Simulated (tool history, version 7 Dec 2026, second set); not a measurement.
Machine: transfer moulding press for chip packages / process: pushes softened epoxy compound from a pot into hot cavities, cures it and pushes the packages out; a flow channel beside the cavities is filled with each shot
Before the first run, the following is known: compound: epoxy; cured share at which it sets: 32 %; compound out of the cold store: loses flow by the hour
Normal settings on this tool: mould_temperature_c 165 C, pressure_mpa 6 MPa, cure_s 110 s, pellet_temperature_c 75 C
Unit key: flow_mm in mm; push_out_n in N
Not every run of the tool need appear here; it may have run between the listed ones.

| run | hour | mould_temperature_c | pressure_mpa | cure_s | pellet_temperature_c | incoming compound's hours out of the cold store | flow_mm | push_out_n |
|---|---|---|---|---|---|---|---|---|
| 1 | 0 | 165 | 6 | 110 | 75 | 26.6 | 759 | 557 |
|  | 15.7 | cavities cleaned with cleaning compound and waxed |
| 2 | 20.5 | 165 | 6 | 110 | 75 | 10.8 | 827 | 593 |
| 3 | 38.7 | 165 | 4.95 | 110 | 75 | 14.1 | 744 | 572 |
| 4 | 47.6 | 165 | 4.95 | 110 | 75 | 13.9 | 739 | 590 |
| 5 | 64.9 | 163 | 4.95 | 110 | 75 | 25.9 | 701 | 645 |
| 6 | 76.1 | 163 | 4.95 | 110 | 75 | 15 | 738 | 673 |
| 7 | 84.6 | 163 | 4.95 | 110 | 75 | 13.2 | 754 | 642 |
|  | 88.2 | mould's thermocouples calibrated |
|  | 89.7 | cavities cleaned with cleaning compound and waxed |
| 8 | 96.3 | 165 | 6 | 110 | 73 | 36 | 733 | 540 |
| 9 | 109.3 | 165 | 6 | 110 | 73 | 16.4 | 811 | 570 |
| 10 | 123.2 | 165 | 6 | 110 | 73 | 43.4 | 704 | 545 |
| 11 | 133.7 | 165 | 6 | 110 | 68 | 31.3 | 748 | 564 |
| 12 | 143.2 | 165 | 6 | 92 | 68 | 28.2 | 756 | 794 |
| 13 | 156.8 | 157 | 4.92 | 112 | 77 | 21.4 | 740 | 1024 |
|  | 161.1 | cavities cleaned with cleaning compound and waxed |
| 14 | 170.6 | 157 | 4.92 | 112 | 83 | 15.1 | 762 | 1022 |
| 15 | 185.4 | 165 | 6.88 | 118 | 75 | 42.9 | 764 | 496 |
| 16 | 199.7 | 161 | 7.3 | 103 | 74 | 14.5 | 923 | 894 |
| 17 | 213.1 | 161 | 7.3 | 125 | 74 | 40.1 | 807 | 545 |
|  | 232.9 | cavities cleaned with cleaning compound and waxed |
| 18 | 234.1 | 161 | 7.3 | 125 | 74 | 33.4 | 829 | 596 |
| 19 | 244.2 | 161 | 7.32 | 108 | 74 | 8.3 | 947 | 828 |
| 20 | 261.2 | 160 | 7.32 | 106 | 82 | 12.8 | 927 | 914 |
|  | 272 | plunger's sealing rings changed |
| 21 | 281.5 | 160 | 7.32 | 106 | 82 | 20.5 | 894 | 863 |
| 22 | 290.3 | 167 | 6.98 | 110 | 73 | 39 | 767 | 496 |

Each row is a separate what-if for the run after 22, all from the same tool condition, not one after another. Results?
| A | 304.3 | 165 | 6 | 110 | 67 | 33.2 | ? | ? |
| B | 304.3 | 165 | 4.68 | 110 | 79 | 18.4 | ? | ? |
| C | 304.3 | 167 | 6 | 110 | 73 | 33.6 | ? | ? |
| D | 304.3 | 169 | 6 | 110 | 76 | 26.4 | ? | ? |
| E | 304.3 | 167 | 6.98 | 134 | 81 | 46 | ? | ? |

| run | flow_mm | push_out_n |
|---|---|---|
| A | 747 | 561 |
| B | 705 | 543 |
| C | 730 | 516 |
| D | 753 | 472 |
| E | 742 | 441 |
The same runs, with their run-to-run variation unchanged, on a tool lacking any hidden condition would have given:
| run | flow_mm | push_out_n |
|---|---|---|
| A | 747 | 556 |
| B | 705 | 539 |
| C | 730 | 512 |
| D | 753 | 468 |
| E | 742 | 437 |

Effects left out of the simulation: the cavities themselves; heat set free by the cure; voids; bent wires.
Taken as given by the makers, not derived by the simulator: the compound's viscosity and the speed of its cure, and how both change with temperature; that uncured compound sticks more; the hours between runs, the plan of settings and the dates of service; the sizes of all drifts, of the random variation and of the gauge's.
